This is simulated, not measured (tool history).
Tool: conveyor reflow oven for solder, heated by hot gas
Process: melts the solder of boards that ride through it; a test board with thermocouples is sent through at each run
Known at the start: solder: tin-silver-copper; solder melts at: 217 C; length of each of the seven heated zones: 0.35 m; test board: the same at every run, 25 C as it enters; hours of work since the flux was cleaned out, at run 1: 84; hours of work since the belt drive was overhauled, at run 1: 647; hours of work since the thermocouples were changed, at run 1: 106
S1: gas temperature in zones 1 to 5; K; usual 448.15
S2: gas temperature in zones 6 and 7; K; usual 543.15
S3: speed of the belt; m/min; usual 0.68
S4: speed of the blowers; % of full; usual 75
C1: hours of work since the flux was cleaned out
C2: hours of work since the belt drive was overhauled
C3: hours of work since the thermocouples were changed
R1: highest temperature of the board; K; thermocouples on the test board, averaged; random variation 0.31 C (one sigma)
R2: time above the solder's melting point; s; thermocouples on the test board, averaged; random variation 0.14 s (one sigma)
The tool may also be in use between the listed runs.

| run | hour | S1 | S2 | S3 | S4 | C1 | C2 | C3 | R1 | R2 |
|---|---|---|---|---|---|---|---|---|---|---|
| 1 | 0 | 448.15 | 543.15 | 0.68 | 75 | 84 | 647 | 106 | 532.35 | 52.1 |
| 2 | 6.4 | 448.15 | 543.15 | 0.68 | 75 | 86 | 650 | 109 | 532.75 | 52 |
| 3 | 10.8 | 448.15 | 543.15 | 0.68 | 75 | 88 | 652 | 111 | 532.25 | 51.7 |
| 4 | 16.6 | 448.15 | 542.15 | 0.68 | 75 | 91 | 654 | 114 | 531.85 | 51.4 |
| 5 | 25.3 | 448.15 | 542.15 | 0.68 | 75 | 95 | 658 | 118 | 532.05 | 51.4 |
| 6 | 35.3 | 448.15 | 542.15 | 0.68 | 75 | 99 | 663 | 122 | 531.45 | 51.4 |
| 7 | 45 | 448.15 | 542.15 | 0.68 | 75 | 104 | 667 | 126 | 531.95 | 51.5 |
| 8 | 51.1 | 445.15 | 533.15 | 0.68 | 75 | 106 | 670 | 129 | 522.75 | 46.2 |
| 9 | 57.2 | 445.15 | 539.15 | 0.68 | 52 | 109 | 673 | 132 | 523.55 | 45.3 |
| 10 | 67.2 | 445.15 | 539.15 | 0.68 | 52 | 114 | 677 | 136 | 523.25 | 45.3 |
| 11 | 74.3 | 445.15 | 539.15 | 0.68 | 52 | 117 | 680 | 140 | 523.65 | 45.1 |
| 12 | 80.5 | 439.15 | 543.15 | 0.573 | 75 | 120 | 683 | 142 | 534.55 | 61.5 |
| 13 | 85.7 | 441.15 | 541.15 | 0.544 | 68 | 122 | 685 | 145 | 533.45 | 64.4 |

5 ways to go on from here, each from the tool as it stands after run 13. What would each give?
| A | 92.3 | 448.15 | 549.15 | 0.68 | 75 | 125 | 688 | 148 | ? | ? |
| B | 92.3 | 448.15 | 552.15 | 0.664 | 63 | 125 | 688 | 148 | ? | ? |
| C | 92.3 | 448.15 | 555.15 | 0.619 | 75 | 125 | 688 | 148 | ? | ? |
| D | 92.3 | 441.15 | 556.15 | 0.705 | 68 | 125 | 688 | 148 | ? | ? |
| E | 92.3 | 462.15 | 543.15 | 0.68 | 56 | 125 | 688 | 148 | ? | ? |

| run | R1 | R2 |
|---|---|---|
| A | 538.25 | 54.2 |
| B | 539.45 | 55.8 |
| C | 546.45 | 62.7 |
| D | 540.95 | 51.7 |
| E | 531.25 | 54.9 |
Without the tool's hidden state the same runs would have given:
| run | R1 | R2 |
|---|---|---|
| A | 539.15 | 54.1 |
| B | 540.25 | 55.6 |
| C | 547.25 | 62.4 |
| D | 541.85 | 51.6 |
| E | 531.85 | 54.7 |
